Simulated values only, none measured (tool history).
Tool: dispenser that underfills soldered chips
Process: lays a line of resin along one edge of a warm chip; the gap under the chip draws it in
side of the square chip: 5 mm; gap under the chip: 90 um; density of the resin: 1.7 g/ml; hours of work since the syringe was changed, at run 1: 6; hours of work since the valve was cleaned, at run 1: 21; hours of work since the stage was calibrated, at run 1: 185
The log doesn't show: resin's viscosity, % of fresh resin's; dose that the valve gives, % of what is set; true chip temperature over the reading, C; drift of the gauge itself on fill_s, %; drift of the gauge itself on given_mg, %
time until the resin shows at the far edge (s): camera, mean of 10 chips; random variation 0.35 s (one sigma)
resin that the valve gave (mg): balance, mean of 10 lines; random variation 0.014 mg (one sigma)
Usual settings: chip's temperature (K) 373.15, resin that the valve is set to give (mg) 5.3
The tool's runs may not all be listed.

run,hour,chip's temperature (K),resin that the valve is set to give (mg),hours of work since the syringe was changed,hours of work since the valve was cleaned,hours of work since the stage was calibrated,time until the resin shows at the far edge (s),resin that the valve gave (mg)
1,0,373.15,5.3,6,21,185,31.2,5.17
# hour 1: new syringe of resin
2,4.1,373.15,5.3,2,23,188,21,5.17
3,8,373.15,5.3,5,26,191,26.3,5.16
# hour 10.7: new syringe of resin
4,14.7,373.15,4.74,3,31,195,23.9,4.59
# hour 20.6: new syringe of resin
5,20.8,373.15,6.38,0,35,199,18.3,6.16
6,25,367.15,5.3,3,38,202,28.7,5.11
7,28.2,367.15,5.3,5,40,204,33.7,5.11
# hour 30.5: new syringe of resin
8,34.6,367.15,5.3,3,44,208,27.8,5.06
# hour 40.4: new syringe of resin
9,40.9,367.15,6.78,0,48,213,21.4,6.5
10,44.5,367.15,6.78,3,51,215,26.6,6.46
# hour 50.3: new syringe of resin
11,50.3,370.15,6.78,0,54,219,19.7,6.45
12,55.5,373.15,5.25,4,58,222,24.8,4.96
# hour 60.1: new syringe of resin
13,60.3,373.15,5.3,0,61,226,18.8,5.04
# hour 63.3: dispensing valve cleaned and set on the balance
14,66.7,373.15,5.3,4,2,229,24.9,5.26
15,70.2,373.15,6.04,6,5,232,29.5,6
# hour 71.1: new syringe of resin
16,74.5,373.15,6.04,2,7,234,21.7,5.99
17,78.5,373.15,5.3,5,10,237,27,5.24
# hour 80.8: new syringe of resin
18,84.1,373.15,5.3,2,14,241,21.7,5.21
19,89.2,367.15,6.88,6,17,244,34.1,6.77
# hour 91: new syringe of resin
20,94.4,364.15,5.3,2,21,248,29.8,5.17
# hour 100.8: new syringe of resin
21,100.9,364.15,5.3,0,25,252,23.8,5.17
22,105.1,362.15,5.3,3,28,255,31.3,5.16
# hour 110.9: new syringe of resin
23,111.5,360.15,6.67,0,32,259,28,6.48
24,117,375.15,5.6,4,36,263,24.9,5.43
# hour 120.6: new syringe of resin
25,121.1,371.15,5.6,0,39,266,19.9,5.4

Forecast run 26:
26,125.1,368.15,5.3,3,41,268,?,?

time until the resin shows at the far edge (s): 26.9
resin that the valve gave (mg): 5.1
Without the tool's hidden state the same run would have given time until the resin shows at the far edge (s) 21.5, resin that the valve gave (mg) 5.3.
